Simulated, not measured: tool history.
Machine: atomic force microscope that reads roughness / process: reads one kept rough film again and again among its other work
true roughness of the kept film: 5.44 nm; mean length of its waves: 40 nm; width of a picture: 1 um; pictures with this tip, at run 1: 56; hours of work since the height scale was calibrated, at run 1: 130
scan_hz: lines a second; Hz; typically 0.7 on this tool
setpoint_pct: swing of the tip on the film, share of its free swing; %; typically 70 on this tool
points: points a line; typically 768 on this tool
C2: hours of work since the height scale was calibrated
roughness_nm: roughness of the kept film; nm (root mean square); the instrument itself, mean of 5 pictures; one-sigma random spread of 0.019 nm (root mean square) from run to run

run 1 hour=0 | scan_hz=0.7 setpoint_pct=70 points=768 | pictures_with_this_tip=56 C2=130 | roughness_nm=3.48
run 2 hour=9.1 | scan_hz=0.7 setpoint_pct=71 points=768 | pictures_with_this_tip=68 C2=137 | roughness_nm=3.321
-- hour=10.6 new tip fitted
run 3 hour=15.2 | scan_hz=0.7 setpoint_pct=71 points=768 | pictures_with_this_tip=7 C2=141 | roughness_nm=4.413
run 4 hour=22.4 | scan_hz=0.7 setpoint_pct=71 points=768 | pictures_with_this_tip=17 C2=147 | roughness_nm=4.15
run 5 hour=32.1 | scan_hz=0.7 setpoint_pct=71 points=768 | pictures_with_this_tip=30 C2=154 | roughness_nm=3.888
run 6 hour=42.2 | scan_hz=0.7 setpoint_pct=71 points=768 | pictures_with_this_tip=44 C2=162 | roughness_nm=3.666
run 7 hour=48.3 | scan_hz=0.7 setpoint_pct=71 points=768 | pictures_with_this_tip=52 C2=166 | roughness_nm=3.468
run 8 hour=60 | scan_hz=0.7 setpoint_pct=70 points=768 | pictures_with_this_tip=68 C2=175 | roughness_nm=3.267
-- hour=61.2 new tip fitted
run 9 hour=68.8 | scan_hz=0.7 setpoint_pct=70 points=768 | pictures_with_this_tip=11 C2=182 | roughness_nm=4.305
run 10 hour=76.5 | scan_hz=0.7 setpoint_pct=70 points=768 | pictures_with_this_tip=21 C2=188 | roughness_nm=4.103
run 11 hour=87.9 | scan_hz=0.7 setpoint_pct=62 points=768 | pictures_with_this_tip=37 C2=196 | roughness_nm=3.855
run 12 hour=99.5 | scan_hz=0.7 setpoint_pct=70 points=768 | pictures_with_this_tip=53 C2=205 | roughness_nm=3.537
run 13 hour=107.6 | scan_hz=0.7 setpoint_pct=70 points=514 | pictures_with_this_tip=64 C2=211 | roughness_nm=3.346
-- hour=111.7 new tip fitted
run 14 hour=113.8 | scan_hz=0.7 setpoint_pct=70 points=768 | pictures_with_this_tip=3 C2=216 | roughness_nm=4.51
run 15 hour=124.9 | scan_hz=0.7 setpoint_pct=70 points=768 | pictures_with_this_tip=18 C2=224 | roughness_nm=4.145
run 16 hour=132.2 | scan_hz=0.812 setpoint_pct=70 points=768 | pictures_with_this_tip=28 C2=230 | roughness_nm=3.881
run 17 hour=142.1 | scan_hz=0.7 setpoint_pct=59 points=768 | pictures_with_this_tip=42 C2=237 | roughness_nm=3.748
run 18 hour=151.9 | scan_hz=0.7 setpoint_pct=59 points=768 | pictures_with_this_tip=55 C2=245 | roughness_nm=3.499
run 19 hour=158.7 | scan_hz=0.7 setpoint_pct=59 points=768 | pictures_with_this_tip=64 C2=250 | roughness_nm=3.376
-- hour=163.1 new tip fitted
run 20 hour=170 | scan_hz=0.7 setpoint_pct=59 points=768 | pictures_with_this_tip=9 C2=258 | roughness_nm=4.427
run 21 hour=180.6 | scan_hz=0.7 setpoint_pct=59 points=768 | pictures_with_this_tip=24 C2=266 | roughness_nm=4.045
-- hour=182.1 height scale calibrated on a step standard
run 22 hour=190.6 | scan_hz=0.7 setpoint_pct=59 points=768 | pictures_with_this_tip=36 C2=6 | roughness_nm=3.837
run 23 hour=200.7 | scan_hz=0.7 setpoint_pct=59 points=768 | pictures_with_this_tip=50 C2=14 | roughness_nm=3.575
run 24 hour=205.8 | scan_hz=0.7 setpoint_pct=59 points=768 | pictures_with_this_tip=57 C2=18 | roughness_nm=3.423
-- hour=215.4 new tip fitted
run 25 hour=218.5 | scan_hz=0.7 setpoint_pct=70 points=519 | pictures_with_this_tip=4 C2=27 | roughness_nm=4.447
run 26 hour=224 | scan_hz=0.7 setpoint_pct=70 points=849 | pictures_with_this_tip=11 C2=32 | roughness_nm=4.283
run 27 hour=231.2 | scan_hz=0.7 setpoint_pct=61 points=599 | pictures_with_this_tip=21 C2=37 | roughness_nm=4.133
-- hour=241 height scale calibrated on a step standard, once more
run 28 hour=241 | scan_hz=0.7 setpoint_pct=84 points=768 | pictures_with_this_tip=33 C2=0 | roughness_nm=3.637
run 29 hour=248.9 | scan_hz=0.7 setpoint_pct=84 points=768 | pictures_with_this_tip=44 C2=6 | roughness_nm=3.44
run 30 hour=256.1 | scan_hz=1.056 setpoint_pct=70 points=768 | pictures_with_this_tip=54 C2=11 | roughness_nm=3.375
run 31 hour=263.6 | scan_hz=1.577 setpoint_pct=74 points=626 | pictures_with_this_tip=64 C2=17 | roughness_nm=3.067
-- hour=267.3 new tip fitted
run 32 hour=270 | scan_hz=1.04 setpoint_pct=70 points=508 | pictures_with_this_tip=3 C2=22 | roughness_nm=4.43
run 33 hour=278.7 | scan_hz=1.04 setpoint_pct=70 points=508 | pictures_with_this_tip=15 C2=28 | roughness_nm=4.125
run 34 hour=291.1 | scan_hz=1.04 setpoint_pct=70 points=508 | pictures_with_this_tip=32 C2=38 | roughness_nm=3.776
run 35 hour=303.7 | scan_hz=1.99 setpoint_pct=75 points=768 | pictures_with_this_tip=50 C2=47 | roughness_nm=3.186
run 36 hour=310.3 | scan_hz=1.99 setpoint_pct=75 points=768 | pictures_with_this_tip=59 C2=52 | roughness_nm=3.037
-- hour=318 new tip fitted
run 37 hour=322.3 | scan_hz=1.99 setpoint_pct=75 points=768 | pictures_with_this_tip=6 C2=61 | roughness_nm=3.988
run 38 hour=331.9 | scan_hz=1.99 setpoint_pct=75 points=768 | pictures_with_this_tip=19 C2=69 | roughness_nm=3.707
run 39 hour=339.2 | scan_hz=0.823 setpoint_pct=70 points=313 | pictures_with_this_tip=29 C2=74 | roughness_nm=3.868
run 40 hour=347.6 | scan_hz=0.823 setpoint_pct=73 points=458 | pictures_with_this_tip=40 C2=81 | roughness_nm=3.657
run 41 hour=355.5 | scan_hz=0.795 setpoint_pct=73 points=458 | pictures_with_this_tip=51 C2=87 | roughness_nm=3.426
run 42 hour=361 | scan_hz=0.795 setpoint_pct=73 points=458 | pictures_with_this_tip=59 C2=91 | roughness_nm=3.339
run 43 hour=366.2 | scan_hz=0.795 setpoint_pct=73 points=458 | pictures_with_this_tip=66 C2=95 | roughness_nm=3.236
-- hour=369.6 new tip fitted
run 44 hour=375.5 | scan_hz=0.56 setpoint_pct=69 points=768 | pictures_with_this_tip=8 C2=101 | roughness_nm=4.451
run 45 hour=381.7 | scan_hz=0.7 setpoint_pct=70 points=554 | pictures_with_this_tip=17 C2=106 | roughness_nm=4.195
run 46 hour=391.8 | scan_hz=2.002 setpoint_pct=81 points=768 | pictures_with_this_tip=30 C2=114 | roughness_nm=3.363
run 47 hour=404.2 | scan_hz=1.194 setpoint_pct=59 points=532 | pictures_with_this_tip=47 C2=123 | roughness_nm=3.577
run 48 hour=411.6 | scan_hz=0.555 setpoint_pct=70 points=566 | pictures_with_this_tip=58 C2=129 | roughness_nm=3.46
-- hour=420.5 new tip fitted
run 49 hour=423.1 | scan_hz=0.555 setpoint_pct=70 points=566 | pictures_with_this_tip=4 C2=137 | roughness_nm=4.484
run 50 hour=429.3 | scan_hz=0.555 setpoint_pct=70 points=566 | pictures_with_this_tip=12 C2=142 | roughness_nm=4.302
run 51 hour=439.9 | scan_hz=0.555 setpoint_pct=70 points=566 | pictures_with_this_tip=27 C2=150 | roughness_nm=3.982
run 52 hour=450.3 | scan_hz=0.55 setpoint_pct=59 points=768 | pictures_with_this_tip=41 C2=158 | roughness_nm=3.776

Results per run with the tool's hidden condition removed, run-to-run variation unchanged:
The tool's hidden condition here consists of: radius of the tip, nm; height scale over the true one, %; drift of the gauge itself on roughness_nm, %.
run=1 roughness_nm=4.594
run=2 roughness_nm=4.623
run=3 roughness_nm=4.603
run=4 roughness_nm=4.579
run=5 roughness_nm=4.588
run=6 roughness_nm=4.631
run=7 roughness_nm=4.569
run=8 roughness_nm=4.623
run=9 roughness_nm=4.589
run=10 roughness_nm=4.587
run=11 roughness_nm=4.676
run=12 roughness_nm=4.619
run=13 roughness_nm=4.572
run=14 roughness_nm=4.601
run=15 roughness_nm=4.626
run=16 roughness_nm=4.564
run=17 roughness_nm=4.71
run=18 roughness_nm=4.674
run=19 roughness_nm=4.692
run=20 roughness_nm=4.673
run=21 roughness_nm=4.654
run=22 roughness_nm=4.682
run=23 roughness_nm=4.687
run=24 roughness_nm=4.64
run=25 roughness_nm=4.59
run=26 roughness_nm=4.61
run=27 roughness_nm=4.705
run=28 roughness_nm=4.407
run=29 roughness_nm=4.407
run=30 roughness_nm=4.513
run=31 roughness_nm=4.266
run=32 roughness_nm=4.516
run=33 roughness_nm=4.508
run=34 roughness_nm=4.526
run=35 roughness_nm=4.156
run=36 roughness_nm=4.144
run=37 roughness_nm=4.137
run=38 roughness_nm=4.143
run=39 roughness_nm=4.555
run=40 roughness_nm=4.566
run=41 roughness_nm=4.511
run=42 roughness_nm=4.543
run=43 roughness_nm=4.532
run=44 roughness_nm=4.652
run=45 roughness_nm=4.607
run=46 roughness_nm=3.968
run=47 roughness_nm=4.584
run=48 roughness_nm=4.64
run=49 roughness_nm=4.607
run=50 roughness_nm=4.626
run=51 roughness_nm=4.632
run=52 roughness_nm=4.715
